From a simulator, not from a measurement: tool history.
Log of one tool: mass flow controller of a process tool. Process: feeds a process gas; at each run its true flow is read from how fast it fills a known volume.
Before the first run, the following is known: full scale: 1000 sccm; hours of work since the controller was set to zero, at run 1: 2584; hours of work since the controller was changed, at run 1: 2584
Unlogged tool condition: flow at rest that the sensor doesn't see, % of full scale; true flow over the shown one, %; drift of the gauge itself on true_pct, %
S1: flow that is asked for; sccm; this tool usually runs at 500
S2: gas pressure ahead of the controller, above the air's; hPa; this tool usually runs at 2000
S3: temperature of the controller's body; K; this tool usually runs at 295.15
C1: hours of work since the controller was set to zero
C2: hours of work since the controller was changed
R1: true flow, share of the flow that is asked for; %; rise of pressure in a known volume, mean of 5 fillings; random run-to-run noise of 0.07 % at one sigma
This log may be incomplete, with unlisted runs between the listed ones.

Run 1, hour 0: usual settings; C1 2584; C2 2584. Result: R1 98.54 %.
Run 2, hour 314.5: usual settings but S1 737 sccm; C1 2752; C2 2752. Result: R1 99.11 %.
Run 3, hour 531.5: usual settings but S1 737 sccm; C1 2868; C2 2868. Result: R1 99.17 %.
Run 4, hour 669.4: usual settings but S1 737 sccm; C1 2942; C2 2942. Result: R1 99.3 %.
Run 5, hour 877.1: usual settings but S1 737 sccm; C1 3053; C2 3053. Result: R1 99.3 %.
Run 6, hour 1017.3: usual settings but S1 737 sccm; C1 3128; C2 3128. Result: R1 99.13 %.
Run 7, hour 1164: usual settings but S1 737 sccm; C1 3206; C2 3206. Result: R1 99.32 %.
Run 8, hour 1400.8: usual settings; C1 3333; C2 3333. Result: R1 98.56 %.
Run 9, hour 1686.8: usual settings; C1 3486; C2 3486. Result: R1 98.49 %.
Run 10, hour 1849.9: usual settings; C1 3573; C2 3573. Result: R1 98.57 %.
Run 11, hour 2069.1: usual settings; C1 3690; C2 3690. Result: R1 98.54 %.
Run 12, hour 2255: usual settings; C1 3789; C2 3789. Result: R1 98.47 %.
Run 13, hour 2483.2: usual settings but S1 433 sccm; C1 3912; C2 3912. Result: R1 98.28 %.
Run 14, hour 2809: usual settings but S1 433 sccm; C1 4086; C2 4086. Result: R1 98.26 %.
Run 15, hour 3034.9: usual settings but S3 297.15 K; C1 4207; C2 4207. Result: R1 98.45 %.
Run 16, hour 3212.2: usual settings but S1 909 sccm, S3 297.15 K; C1 4301; C2 4301. Result: R1 99.74 %.
Run 17, hour 3437.2: usual settings but S2 1700 hPa, S3 313.15 K; C1 4422; C2 4422. Result: R1 97.75 %.
Run 18, hour 3752.6: usual settings but S1 792 sccm, S2 2100 hPa; C1 4590; C2 4590. Result: R1 99.44 %.
Run 19, hour 3929.9: usual settings but S1 230 sccm, S2 2100 hPa, S3 296.15 K; C1 4685; C2 4685. Result: R1 97.47 %.
Run 20, hour 4211.9: usual settings but S1 529 sccm, S2 1560 hPa, S3 297.15 K; C1 4836; C2 4836. Result: R1 98.72 %.
Run 21, hour 4554.6: usual settings but S1 529 sccm, S2 1560 hPa, S3 297.15 K; C1 5019; C2 5019. Result: R1 98.77 %.
Run 22, hour 4828.6: usual settings but S1 529 sccm, S2 1560 hPa, S3 297.15 K; C1 5166; C2 5166. Result: R1 98.74 %.
At hour 4980.5: controller's zero set anew.
Run 23, hour 5122.8: usual settings but S1 838 sccm, S2 1820 hPa, S3 297.15 K; C1 76; C2 5323. Result: R1 99.56 %.
Run 24, hour 5458.7: usual settings but S1 838 sccm, S2 1820 hPa, S3 297.15 K; C1 256; C2 5502. Result: R1 99.52 %.
Run 25, hour 5777.7: usual settings but S1 470 sccm, S2 2280 hPa; C1 426; C2 5673. Result: R1 98.22 %.
Run 26, hour 6109.6: usual settings but S1 470 sccm, S2 2280 hPa; C1 604; C2 5851. Result: R1 98.21 %.
Run 27, hour 6419.3: usual settings but S1 200 sccm, S2 1940 hPa, S3 311.15 K; C1 769; C2 6016. Result: R1 96.75 %.
Run 28, hour 6643.3: usual settings but S1 449 sccm, S2 2230 hPa; C1 889; C2 6136. Result: R1 98.29 %.
Run 29, hour 6845.4: usual settings but S1 449 sccm, S2 1930 hPa; C1 997; C2 6244. Result: R1 98.39 %.
Run 30, hour 7183.3: usual settings but S1 223 sccm, S3 305.15 K; C1 1178; C2 6425. Result: R1 97.1 %.
Run 31, hour 7516.4: usual settings but S1 223 sccm, S3 305.15 K; C1 1356; C2 6603. Result: R1 97.11 %.
Run 32, hour 7767.3: usual settings but S1 223 sccm, S3 305.15 K; C1 1490; C2 6737. Result: R1 97.11 %.

Predict each of these 5 candidate next runs independently; none follows another, all start after run 32:
Run A, hour 8002.6: usual settings but S1 223 sccm, S2 2120 hPa, S3 305.15 K; C1 1616; C2 6863. Result: R1 ?.
Run B, hour 8002.6: usual settings but S1 189 sccm, S2 2230 hPa, S3 305.15 K; C1 1616; C2 6863. Result: R1 ?.
Run C, hour 8002.6: usual settings but S3 308.15 K; C1 1616; C2 6863. Result: R1 ?.
Run D, hour 8002.6: usual settings but S1 773 sccm, S2 2270 hPa, S3 305.15 K; C1 1616; C2 6863. Result: R1 ?.
Run E, hour 8002.6: usual settings but S1 223 sccm, S2 1980 hPa, S3 311.15 K; C1 1616; C2 6863. Result: R1 ?.

run     R1
  A  97.07
  B  96.76
  C  97.82
  D  98.82
  E  96.79
Without the tool's unlogged condition, the same runs would have read:
run     R1
  A  97.07
  B  96.76
  C  97.82
  D  98.82
  E  96.79

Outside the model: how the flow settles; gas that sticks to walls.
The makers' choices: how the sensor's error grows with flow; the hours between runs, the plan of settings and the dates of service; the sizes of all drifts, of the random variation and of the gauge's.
